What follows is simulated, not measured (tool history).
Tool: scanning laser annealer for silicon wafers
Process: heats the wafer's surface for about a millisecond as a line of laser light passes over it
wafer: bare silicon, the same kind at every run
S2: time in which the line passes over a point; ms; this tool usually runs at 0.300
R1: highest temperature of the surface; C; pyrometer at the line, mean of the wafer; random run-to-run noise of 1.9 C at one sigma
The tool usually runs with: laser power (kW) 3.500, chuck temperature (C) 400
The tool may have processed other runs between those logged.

run 1 hour=0.0 | laser_power_(kW)=3.500 S2=0.300 chuck_temperature_(C)=400 | R1=1190
run 2 hour=15.1 | laser_power_(kW)=3.500 S2=0.300 chuck_temperature_(C)=409 | R1=1193
run 3 hour=27.0 | laser_power_(kW)=3.500 S2=0.300 chuck_temperature_(C)=400 | R1=1191
run 4 hour=36.8 | laser_power_(kW)=3.500 S2=0.300 chuck_temperature_(C)=400 | R1=1188
run 5 hour=46.7 | laser_power_(kW)=3.500 S2=0.300 chuck_temperature_(C)=400 | R1=1187
run 6 hour=60.1 | laser_power_(kW)=3.500 S2=0.300 chuck_temperature_(C)=400 | R1=1189
run 7 hour=76.9 | laser_power_(kW)=3.500 S2=0.300 chuck_temperature_(C)=400 | R1=1191
run 8 hour=89.1 | laser_power_(kW)=3.500 S2=0.300 chuck_temperature_(C)=400 | R1=1190
run 9 hour=106.7 | laser_power_(kW)=3.500 S2=0.300 chuck_temperature_(C)=366 | R1=1156
run 10 hour=118.9 | laser_power_(kW)=3.500 S2=0.300 chuck_temperature_(C)=400 | R1=1191
run 11 hour=131.1 | laser_power_(kW)=3.500 S2=0.300 chuck_temperature_(C)=400 | R1=1190
run 12 hour=145.0 | laser_power_(kW)=3.129 S2=0.300 chuck_temperature_(C)=400 | R1=1098
run 13 hour=158.7 | laser_power_(kW)=3.129 S2=0.300 chuck_temperature_(C)=400 | R1=1096
run 14 hour=177.5 | laser_power_(kW)=3.129 S2=0.300 chuck_temperature_(C)=400 | R1=1093
run 15 hour=198.7 | laser_power_(kW)=3.129 S2=0.300 chuck_temperature_(C)=400 | R1=1095
-- hour=206.9 window over the wafer cleaned
run 16 hour=215.1 | laser_power_(kW)=3.615 S2=0.357 chuck_temperature_(C)=406 | R1=1308
run 17 hour=236.9 | laser_power_(kW)=3.500 S2=0.257 chuck_temperature_(C)=371 | R1=1095
run 18 hour=248.7 | laser_power_(kW)=3.500 S2=0.257 chuck_temperature_(C)=418 | R1=1140
run 19 hour=259.7 | laser_power_(kW)=3.500 S2=0.257 chuck_temperature_(C)=418 | R1=1143
run 20 hour=268.7 | laser_power_(kW)=3.827 S2=0.343 chuck_temperature_(C)=366 | R1=1307
run 21 hour=287.0 | laser_power_(kW)=3.827 S2=0.343 chuck_temperature_(C)=406 | R1=1347
run 22 hour=296.1 | laser_power_(kW)=3.697 S2=0.259 chuck_temperature_(C)=378 | R1=1143
run 23 hour=315.6 | laser_power_(kW)=3.076 S2=0.354 chuck_temperature_(C)=423 | R1=1172

For run 24, what comes out?
run 24 hour=333.8 | laser_power_(kW)=3.076 S2=0.354 chuck_temperature_(C)=423 | R1=?

{"run 24": {"R1": 1175}}
Were there no unlogged condition in the tool, this run, its random variation unchanged, would have produced R1 1176 C.
